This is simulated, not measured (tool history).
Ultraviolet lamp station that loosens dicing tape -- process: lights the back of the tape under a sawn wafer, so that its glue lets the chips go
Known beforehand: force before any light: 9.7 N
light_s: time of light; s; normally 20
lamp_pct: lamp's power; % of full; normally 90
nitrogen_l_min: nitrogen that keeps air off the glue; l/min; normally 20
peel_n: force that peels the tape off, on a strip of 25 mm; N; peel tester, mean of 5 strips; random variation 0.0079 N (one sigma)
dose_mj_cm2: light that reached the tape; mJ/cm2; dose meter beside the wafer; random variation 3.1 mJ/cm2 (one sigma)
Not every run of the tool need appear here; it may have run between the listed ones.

run	hour	light_s	lamp_pct	nitrogen_l_min	peel_n	dose_mj_cm2
1	0.0	20	90	20	0.456	367
2	31.5	20	90	20	0.452	365
3	62.6	20	90	20	0.459	361
4	94.0	20	90	20	0.470	357
5	113.8	20	90	20	0.502	353
6	137.7	20	90	20	0.486	351
7	174.3	20	90	20	0.524	343
8	203.7	20	90	20	0.524	339
9	232.6	20	90	20	0.516	332
10	268.6	20	90	8	1.066	331
11	300.1	20	90	20	0.580	324
12	334.8	20	90	20	0.592	324
13	368.0	20	90	20	0.596	315
14	401.1	20	90	20	0.601	318
15	434.1	21	90	20	0.574	324
16	452.2	20	90	29	0.516	309
17	473.1	20	90	22	0.627	302
18	498.3	20	90	20	0.659	297
19	521.7	20	90	20	0.678	300
20	562.4	20	90	20	0.559	327
21	595.1	20	90	20	0.577	324
22	621.7	20	90	20	0.605	321
23	651.5	12	90	20	1.568	192
24	691.2	12	90	20	1.602	185
25	718.1	11	68	28	2.445	127
26	752.6	11	68	8	3.966	127
27	780.1	11	68	8	3.911	122
28	818.4	11	90	10	2.829	161
29	853.4	11	90	10	2.881	158
30	889.3	29	90	11	0.546	411
31	908.3	20	61	8	2.423	189
32	947.7	15	78	9	2.554	182
33	971.6	23	71	7	1.905	252
34	988.8	23	71	7	1.886	247
35	1025.9	12	96	7	3.161	168
36	1062.6	12	96	7	3.128	167
37	1083.0	39	70	8	0.714	396
38	1104.0	37	98	24	0.265	518
39	1142.8	37	69	12	0.664	355
40	1175.8	34	72	8	1.006	337
41	1198.1	11	77	10	3.470	131
42	1237.8	11	77	10	3.696	129
43	1274.3	12	70	22	2.812	129
44	1296.6	12	70	22	2.867	121

Taken out of this log: 2 entries between the listed runs. Where each belongs, and how the hidden state differs across it:
Logged between run 19 and run 20: window cleaned of glue's vapour (hour 524.0)
  lamp's light, % of a new lamp's: 72.3 -> 71.6; light that the window lets through, % of a clean one's: 88.5 -> 99.2
  measured result minus the result with no hidden state, peel_n: +0.375 -> +0.247 N; dose_mj_cm2: -166 -> -134 mJ/cm2
Logged between run 40 and run 41: window cleaned of glue's vapour (hour 1181.3)
  lamp's light, % of a new lamp's: 60.6 -> 60.2; light that the window lets through, % of a clean one's: 88.3 -> 99.4
  measured result minus the result with no hidden state, peel_n: +0.692 -> +1.638 N; dose_mj_cm2: -292 -> -87 mJ/cm2
